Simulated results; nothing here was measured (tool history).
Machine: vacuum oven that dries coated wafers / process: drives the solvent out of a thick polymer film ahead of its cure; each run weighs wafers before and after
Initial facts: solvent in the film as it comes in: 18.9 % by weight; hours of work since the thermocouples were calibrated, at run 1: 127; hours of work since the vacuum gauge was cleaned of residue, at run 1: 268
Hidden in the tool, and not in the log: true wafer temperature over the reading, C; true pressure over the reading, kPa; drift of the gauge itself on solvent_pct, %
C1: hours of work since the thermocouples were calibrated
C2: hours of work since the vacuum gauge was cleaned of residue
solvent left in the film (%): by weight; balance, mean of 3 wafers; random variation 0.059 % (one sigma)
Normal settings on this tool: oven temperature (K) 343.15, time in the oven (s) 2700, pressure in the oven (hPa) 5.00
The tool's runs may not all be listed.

Run 1, hour 0.0: usual settings; C1 127; C2 268. Result: solvent left in the film (%) 3.68.
Run 2, hour 65.2: usual settings but time in the oven (s) 1560; C1 173; C2 314. Result: solvent left in the film (%) 6.53.
Run 3, hour 150.9: usual settings but time in the oven (s) 1920; C1 233; C2 375. Result: solvent left in the film (%) 5.51.
Run 4, hour 239.9: usual settings but time in the oven (s) 1920; C1 296; C2 438. Result: solvent left in the film (%) 5.55.
Run 5, hour 299.9: usual settings but time in the oven (s) 1920; C1 338; C2 480. Result: solvent left in the film (%) 5.67.
Run 6, hour 368.0: usual settings but time in the oven (s) 1920; C1 387; C2 528. Result: solvent left in the film (%) 5.67.
Run 7, hour 472.1: usual settings; C1 460; C2 602. Result: solvent left in the film (%) 3.84.
Run 8, hour 541.2: usual settings; C1 509; C2 651. Result: solvent left in the film (%) 4.05.
Run 9, hour 632.0: usual settings but oven temperature (K) 342.15, pressure in the oven (hPa) 8.47; C1 573; C2 715. Result: solvent left in the film (%) 4.54.
Run 10, hour 696.1: usual settings but oven temperature (K) 351.15, pressure in the oven (hPa) 4.25; C1 618; C2 760. Result: solvent left in the film (%) 1.54.
Run 11, hour 745.3: usual settings but oven temperature (K) 351.15, pressure in the oven (hPa) 4.25; C1 653; C2 795. Result: solvent left in the film (%) 1.70.
At hour 784.8: oven's thermocouples calibrated.
Run 12, hour 843.1: usual settings but oven temperature (K) 356.15, time in the oven (s) 3120, pressure in the oven (hPa) 11.44; C1 41; C2 862. Result: solvent left in the film (%) 0.75.
Run 13, hour 929.0: usual settings but oven temperature (K) 341.15, time in the oven (s) 3600, pressure in the oven (hPa) 7.73; C1 102; C2 923. Result: solvent left in the film (%) 3.06.

4 ways to go on from here, each from the tool as it stands after run 13. What would each give?
Run A, hour 1030.5: usual settings but oven temperature (K) 333.15, time in the oven (s) 4800, pressure in the oven (hPa) 3.20; C1 173; C2 995. Result: solvent left in the film (%) ?.
Run B, hour 1030.5: usual settings but oven temperature (K) 341.15, time in the oven (s) 3600, pressure in the oven (hPa) 7.19; C1 173; C2 995. Result: solvent left in the film (%) ?.
Run C, hour 1030.5: usual settings but oven temperature (K) 329.15, time in the oven (s) 4680; C1 173; C2 995. Result: solvent left in the film (%) ?.
Run D, hour 1030.5: usual settings but oven temperature (K) 335.15, time in the oven (s) 1620, pressure in the oven (hPa) 12.18; C1 173; C2 995. Result: solvent left in the film (%) ?.

run  solvent left in the film (%)
  A                          4.16
  B                          3.09
  C                          6.11
  D                          9.56
The same runs, with their run-to-run variation unchanged, on a tool lacking any hidden condition would have given:
run  solvent left in the film (%)
  A                          3.93
  B                          2.92
  C                          5.87
  D                          9.46

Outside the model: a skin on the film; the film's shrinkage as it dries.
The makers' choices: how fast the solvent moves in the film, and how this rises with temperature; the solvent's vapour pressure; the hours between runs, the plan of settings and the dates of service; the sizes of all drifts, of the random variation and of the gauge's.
